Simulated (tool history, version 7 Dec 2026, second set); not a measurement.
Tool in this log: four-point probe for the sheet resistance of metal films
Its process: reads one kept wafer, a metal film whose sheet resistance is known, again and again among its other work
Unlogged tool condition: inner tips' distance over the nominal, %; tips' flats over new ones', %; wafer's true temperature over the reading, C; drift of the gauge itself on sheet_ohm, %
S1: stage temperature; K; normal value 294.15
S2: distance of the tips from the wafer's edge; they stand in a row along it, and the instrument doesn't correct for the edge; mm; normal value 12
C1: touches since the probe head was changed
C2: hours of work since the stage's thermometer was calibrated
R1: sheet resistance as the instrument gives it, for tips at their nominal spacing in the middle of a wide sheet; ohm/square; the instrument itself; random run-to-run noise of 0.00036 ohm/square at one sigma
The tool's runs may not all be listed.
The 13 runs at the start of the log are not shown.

Run 14, hour 695.8: usual settings; C1 68434; C2 1070. Result: R1 1.794849 ohm/square.
Run 15, hour 775.2: usual settings; C1 71144; C2 1126. Result: R1 1.795177 ohm/square.
Run 16, hour 812.5: usual settings but S2 18 mm; C1 72417; C2 1152. Result: R1 1.793503 ohm/square.
Run 17, hour 875.0: usual settings; C1 74551; C2 1196. Result: R1 1.793914 ohm/square.
Run 18, hour 955.0: usual settings; C1 77281; C2 1253. Result: R1 1.794096 ohm/square.
Run 19, hour 1000.3: usual settings; C1 78827; C2 1285. Result: R1 1.794085 ohm/square.
Run 20, hour 1080.6: usual settings; C1 81566; C2 1341. Result: R1 1.794207 ohm/square.
At hour 1087.0: stage's thermometer calibrated.
Run 21, hour 1136.4: usual settings but S2 6 mm; C1 83453; C2 35. Result: R1 1.799342 ohm/square.
Run 22, hour 1197.7: usual settings but S1 296.15 K, S2 18 mm; C1 85546; C2 78. Result: R1 1.789405 ohm/square.
Run 23, hour 1262.3: usual settings but S1 306.15 K, S2 9 mm; C1 87752; C2 124. Result: R1 1.775782 ohm/square.

Predict the results of run 24:
At hour 1313.1: stage's thermometer calibrated, once more.
Run 24, hour 1323.0: usual settings but S2 57 mm; C1 89806; C2 7. Result: R1 ?.

Run 24 gave R1 1.789808 ohm/square.
With no hidden state in the tool, this same run would have given R1 1.799693 ohm/square.
